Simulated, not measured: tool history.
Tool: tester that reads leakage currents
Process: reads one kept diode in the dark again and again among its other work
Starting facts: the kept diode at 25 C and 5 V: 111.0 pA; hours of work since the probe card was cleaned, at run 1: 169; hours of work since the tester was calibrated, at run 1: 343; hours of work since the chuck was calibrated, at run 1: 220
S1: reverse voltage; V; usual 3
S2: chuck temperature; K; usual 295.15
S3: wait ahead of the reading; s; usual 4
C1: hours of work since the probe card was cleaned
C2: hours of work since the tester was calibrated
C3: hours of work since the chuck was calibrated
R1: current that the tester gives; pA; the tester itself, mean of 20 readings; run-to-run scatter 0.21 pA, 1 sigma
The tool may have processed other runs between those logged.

{"run": 1, "hour": 0.0, "S1": 3, "S2": 295.15, "S3": 4, "C1": 169, "C2": 343, "C3": 220, "R1": 64.99}
{"run": 2, "hour": 34.9, "S1": 3, "S2": 295.15, "S3": 4, "C1": 188, "C2": 362, "C3": 238, "R1": 64.27}
{"run": 3, "hour": 70.5, "S1": 3, "S2": 295.15, "S3": 4, "C1": 207, "C2": 380, "C3": 257, "R1": 64.15}
{"run": 4, "hour": 106.6, "S1": 3.1, "S2": 295.15, "S3": 4, "C1": 226, "C2": 400, "C3": 276, "R1": 64.83}
{"run": 5, "hour": 136.1, "S1": 3.1, "S2": 295.15, "S3": 4, "C1": 241, "C2": 415, "C3": 292, "R1": 64.33}
{"run": 6, "hour": 173.5, "S1": 3, "S2": 295.15, "S3": 5.61, "C1": 261, "C2": 435, "C3": 311, "R1": 63.09}
{"run": 7, "hour": 208.5, "S1": 3, "S2": 295.15, "S3": 5.61, "C1": 279, "C2": 453, "C3": 330, "R1": 62.97}
{"run": 8, "hour": 243.0, "S1": 3, "S2": 295.15, "S3": 5.61, "C1": 298, "C2": 472, "C3": 348, "R1": 62.66}
{"run": 9, "hour": 266.8, "S1": 3, "S2": 295.15, "S3": 4, "C1": 310, "C2": 484, "C3": 360, "R1": 62.48}
{"run": 10, "hour": 300.0, "S1": 3, "S2": 295.15, "S3": 4, "C1": 328, "C2": 502, "C3": 378, "R1": 62.38}
{"run": 11, "hour": 320.7, "S1": 3, "S2": 295.15, "S3": 3.7, "C1": 339, "C2": 512, "C3": 389, "R1": 61.9}
{"run": 12, "hour": 359.5, "S1": 3, "S2": 295.15, "S3": 4, "C1": 359, "C2": 533, "C3": 409, "R1": 61.63}
{"run": 13, "hour": 390.7, "S1": 3, "S2": 295.15, "S3": 4, "C1": 375, "C2": 549, "C3": 426, "R1": 61.26}
{"hour": 395.6, "done": "chuck's temperature calibrated"}
{"run": 14, "hour": 432.4, "S1": 3.36, "S2": 295.15, "S3": 4, "C1": 396, "C2": 570, "C3": 19, "R1": 59.9}
{"run": 15, "hour": 472.3, "S1": 3.36, "S2": 295.15, "S3": 6, "C1": 417, "C2": 591, "C3": 41, "R1": 59.67}
{"run": 16, "hour": 492.5, "S1": 3, "S2": 301.15, "S3": 4, "C1": 428, "C2": 602, "C3": 51, "R1": 92.24}
{"run": 17, "hour": 511.4, "S1": 8.62, "S2": 321.15, "S3": 2.15, "C1": 438, "C2": 612, "C3": 61, "R1": 686.4}
{"hour": 529.0, "done": "chuck's temperature calibrated, once more"}
{"run": 18, "hour": 552.4, "S1": 8.62, "S2": 321.15, "S3": 2.15, "C1": 459, "C2": 633, "C3": 12, "R1": 815.76}
{"run": 19, "hour": 586.0, "S1": 8.62, "S2": 321.15, "S3": 2.15, "C1": 476, "C2": 650, "C3": 30, "R1": 814.61}
{"run": 20, "hour": 625.3, "S1": 8.62, "S2": 321.15, "S3": 2.15, "C1": 497, "C2": 671, "C3": 51, "R1": 814.54}
{"run": 21, "hour": 644.3, "S1": 15.7, "S2": 328.15, "S3": 0.79, "C1": 507, "C2": 681, "C3": 61, "R1": 1747.68}
{"run": 22, "hour": 675.8, "S1": 10.64, "S2": 303.15, "S3": 1.34, "C1": 524, "C2": 698, "C3": 77, "R1": 236.41}
{"run": 23, "hour": 698.4, "S1": 4.44, "S2": 303.15, "S3": 0.31, "C1": 536, "C2": 710, "C3": 89, "R1": 155.37}
{"run": 24, "hour": 715.0, "S1": 4.44, "S2": 303.15, "S3": 0.31, "C1": 544, "C2": 718, "C3": 98, "R1": 155.16}
{"run": 25, "hour": 739.7, "S1": 4.44, "S2": 303.15, "S3": 0.31, "C1": 558, "C2": 731, "C3": 111, "R1": 154.51}
{"run": 26, "hour": 765.2, "S1": 7.22, "S2": 312.15, "S3": 0.4, "C1": 571, "C2": 745, "C3": 125, "R1": 384.97}
{"run": 27, "hour": 797.2, "S1": 15.86, "S2": 296.15, "S3": 8.58, "C1": 588, "C2": 762, "C3": 142, "R1": 164.84}
{"run": 28, "hour": 827.6, "S1": 15.86, "S2": 296.15, "S3": 8.58, "C1": 604, "C2": 778, "C3": 158, "R1": 163.98}
{"run": 29, "hour": 863.9, "S1": 3.64, "S2": 294.15, "S3": 1.81, "C1": 623, "C2": 797, "C3": 177, "R1": 66.78}
{"run": 30, "hour": 886.5, "S1": 3.64, "S2": 294.15, "S3": 1.81, "C1": 635, "C2": 809, "C3": 189, "R1": 66.66}
{"run": 31, "hour": 917.8, "S1": 4.44, "S2": 295.15, "S3": 4, "C1": 651, "C2": 825, "C3": 205, "R1": 79.32}
{"run": 32, "hour": 952.6, "S1": 4.44, "S2": 295.15, "S3": 4, "C1": 670, "C2": 844, "C3": 224, "R1": 79.06}

5 options for the next run, each taken on its own from the tool as it stands now. Forecast them:
{"run": "A", "hour": 989.4, "S1": 4.44, "S2": 296.15, "S3": 1.45, "C1": 689, "C2": 863, "C3": 243, "R1": "?"}
{"run": "B", "hour": 989.4, "S1": 7.87, "S2": 311.15, "S3": 0.95, "C1": 689, "C2": 863, "C3": 243, "R1": "?"}
{"run": "C", "hour": 989.4, "S1": 1.76, "S2": 303.15, "S3": 5, "C1": 689, "C2": 863, "C3": 243, "R1": "?"}
{"run": "D", "hour": 989.4, "S1": 8.77, "S2": 332.15, "S3": 5.89, "C1": 689, "C2": 863, "C3": 243, "R1": "?"}
{"run": "E", "hour": 989.4, "S1": 3.48, "S2": 301.15, "S3": 0.37, "C1": 689, "C2": 863, "C3": 243, "R1": "?"}

run=A R1=85.16
run=B R1=359.94
run=C R1=95.25
run=D R1=1658.95
run=E R1=113.41
Without the tool's unlogged condition, the same runs would have read:
run=A R1=88.92
run=B R1=379.49
run=C R1=100.93
run=D R1=1751.25
run=E R1=119.48
